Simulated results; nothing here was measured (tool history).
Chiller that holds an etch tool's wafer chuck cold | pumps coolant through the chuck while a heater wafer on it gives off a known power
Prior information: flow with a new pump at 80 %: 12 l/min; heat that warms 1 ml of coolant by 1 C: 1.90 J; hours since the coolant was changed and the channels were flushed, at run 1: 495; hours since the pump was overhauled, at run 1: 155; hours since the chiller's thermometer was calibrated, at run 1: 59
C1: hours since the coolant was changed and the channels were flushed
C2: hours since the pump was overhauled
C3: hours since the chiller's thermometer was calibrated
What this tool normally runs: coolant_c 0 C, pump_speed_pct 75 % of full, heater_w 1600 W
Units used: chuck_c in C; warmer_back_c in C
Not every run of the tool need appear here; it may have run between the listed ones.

Run 1, hour 0: usual settings; C1 495; C2 155; C3 59. Result: chuck_c 11.6 C, warmer_back_c 4.48 C.
Run 2, hour 26.3: usual settings; C1 521; C2 181; C3 85. Result: chuck_c 11.5 C, warmer_back_c 4.5 C.
Run 3, hour 42.5: usual settings; C1 538; C2 197; C3 101. Result: chuck_c 11.7 C, warmer_back_c 4.49 C.
Run 4, hour 76.7: usual settings but heater_w 1156 W; C1 572; C2 231; C3 136. Result: chuck_c 8.3 C, warmer_back_c 3.31 C.
Run 5, hour 95.6: usual settings but heater_w 1156 W; C1 591; C2 250; C3 154. Result: chuck_c 8.4 C, warmer_back_c 3.28 C.
Run 6, hour 119.1: usual settings but heater_w 1156 W; C1 614; C2 274; C3 178. Result: chuck_c 8.4 C, warmer_back_c 3.28 C.
Run 7, hour 148.5: usual settings but heater_w 1156 W; C1 644; C2 303; C3 207. Result: chuck_c 8.2 C, warmer_back_c 3.29 C.
Run 8, hour 172.7: usual settings but heater_w 1156 W; C1 668; C2 327; C3 232. Result: chuck_c 8.3 C, warmer_back_c 3.33 C.
Run 9, hour 203.5: usual settings; C1 699; C2 358; C3 262. Result: chuck_c 11.3 C, warmer_back_c 4.6 C.
Run 10, hour 230.3: usual settings; C1 725; C2 385; C3 289. Result: chuck_c 11.7 C, warmer_back_c 4.6 C.
Run 11, hour 248.2: usual settings but coolant_c -4 C; C1 743; C2 403; C3 307. Result: chuck_c 7.6 C, warmer_back_c 4.56 C.
Run 12, hour 275.8: usual settings but coolant_c -4 C; C1 771; C2 430; C3 335. Result: chuck_c 7.4 C, warmer_back_c 4.59 C.
Run 13, hour 293.9: usual settings but coolant_c -4 C; C1 789; C2 449; C3 353. Result: chuck_c 7.6 C, warmer_back_c 4.58 C.
Run 14, hour 309: usual settings; C1 804; C2 464; C3 368. Result: chuck_c 11.7 C, warmer_back_c 4.57 C.
Run 15, hour 330.3: usual settings; C1 825; C2 485; C3 389. Result: chuck_c 11.6 C, warmer_back_c 4.57 C.
Run 16, hour 346.4: usual settings; C1 841; C2 501; C3 405. Result: chuck_c 11.7 C, warmer_back_c 4.56 C.
Run 17, hour 375.4: usual settings but pump_speed_pct 78 % of full; C1 870; C2 530; C3 434. Result: chuck_c 11.3 C, warmer_back_c 4.39 C.
Run 18, hour 393.2: usual settings but pump_speed_pct 78 % of full; C1 888; C2 548; C3 452. Result: chuck_c 11.3 C, warmer_back_c 4.39 C.
Run 19, hour 423.6: usual settings but pump_speed_pct 78 % of full; C1 919; C2 578; C3 482. Result: chuck_c 11.2 C, warmer_back_c 4.41 C.
Run 20, hour 444.7: usual settings but coolant_c 1 C, pump_speed_pct 63 % of full, heater_w 1498 W; C1 940; C2 599; C3 504. Result: chuck_c 13.2 C, warmer_back_c 5.17 C.
Run 21, hour 476.8: usual settings but heater_w 1458 W; C1 972; C2 631; C3 536. Result: chuck_c 10.6 C, warmer_back_c 4.25 C.
Run 22, hour 502.9: usual settings but coolant_c -7 C, heater_w 2163 W; C1 998; C2 658; C3 562. Result: chuck_c 8.8 C, warmer_back_c 6.26 C.
Run 23, hour 521.7: usual settings but coolant_c -7 C, heater_w 2163 W; C1 1017; C2 676; C3 581. Result: chuck_c 8.6 C, warmer_back_c 6.19 C.
Run 24, hour 549.2: usual settings but coolant_c -7 C, heater_w 2163 W; C1 1044; C2 704; C3 608. Result: chuck_c 8.7 C, warmer_back_c 6.22 C.
Run 25, hour 570.5: usual settings but coolant_c 7 C; C1 1066; C2 725; C3 629. Result: chuck_c 18.7 C, warmer_back_c 4.65 C.
Run 26, hour 595.7: usual settings but coolant_c 7 C; C1 1091; C2 750; C3 655. Result: chuck_c 18.5 C, warmer_back_c 4.65 C.
Run 27, hour 612.6: usual settings but coolant_c -10 C, heater_w 1167 W; C1 1108; C2 767; C3 671. Result: chuck_c -1.5 C, warmer_back_c 3.44 C.
Run 28, hour 633.3: usual settings but coolant_c 2 C, pump_speed_pct 93 % of full, heater_w 1003 W; C1 1128; C2 788; C3 692. Result: chuck_c 8.4 C, warmer_back_c 2.4 C.
Run 29, hour 658.7: usual settings but coolant_c -4 C, pump_speed_pct 63 % of full, heater_w 1292 W; C1 1154; C2 813; C3 717. Result: chuck_c 6.4 C, warmer_back_c 4.49 C.
Run 30, hour 678.8: usual settings but coolant_c -4 C, pump_speed_pct 71 % of full, heater_w 816 W; C1 1174; C2 833; C3 738. Result: chuck_c 2.3 C, warmer_back_c 2.62 C.
Run 31, hour 702.5: usual settings but coolant_c -4 C, pump_speed_pct 71 % of full, heater_w 816 W; C1 1198; C2 857; C3 761. Result: chuck_c 2.1 C, warmer_back_c 2.61 C.

Each row is a separate what-if for the run after 31, all from the same tool condition, not one after another. Results?
Run A, hour 719.2: usual settings but coolant_c 1 C, heater_w 1626 W; C1 1214; C2 874; C3 778. Result: chuck_c ?, warmer_back_c ?.
Run B, hour 719.2: usual settings but coolant_c 5 C, pump_speed_pct 73 % of full, heater_w 1900 W; C1 1214; C2 874; C3 778. Result: chuck_c ?, warmer_back_c ?.
Run C, hour 719.2: usual settings but pump_speed_pct 92 % of full, heater_w 822 W; C1 1214; C2 874; C3 778. Result: chuck_c ?, warmer_back_c ?.
Run D, hour 719.2: usual settings but coolant_c -4 C, pump_speed_pct 66 % of full; C1 1214; C2 874; C3 778. Result: chuck_c ?, warmer_back_c ?.

run  chuck_c  warmer_back_c
  A     12.9           4.77
  B     18.9            5.7
  C      5.3           2.04
  D      8.5           5.26
The same runs, with their run-to-run variation unchanged, on a tool lacking any hidden condition would have given:
run  chuck_c  warmer_back_c
  A     12.9            4.6
  B     18.9           5.53
  C      5.3           1.87
  D      8.5            5.1

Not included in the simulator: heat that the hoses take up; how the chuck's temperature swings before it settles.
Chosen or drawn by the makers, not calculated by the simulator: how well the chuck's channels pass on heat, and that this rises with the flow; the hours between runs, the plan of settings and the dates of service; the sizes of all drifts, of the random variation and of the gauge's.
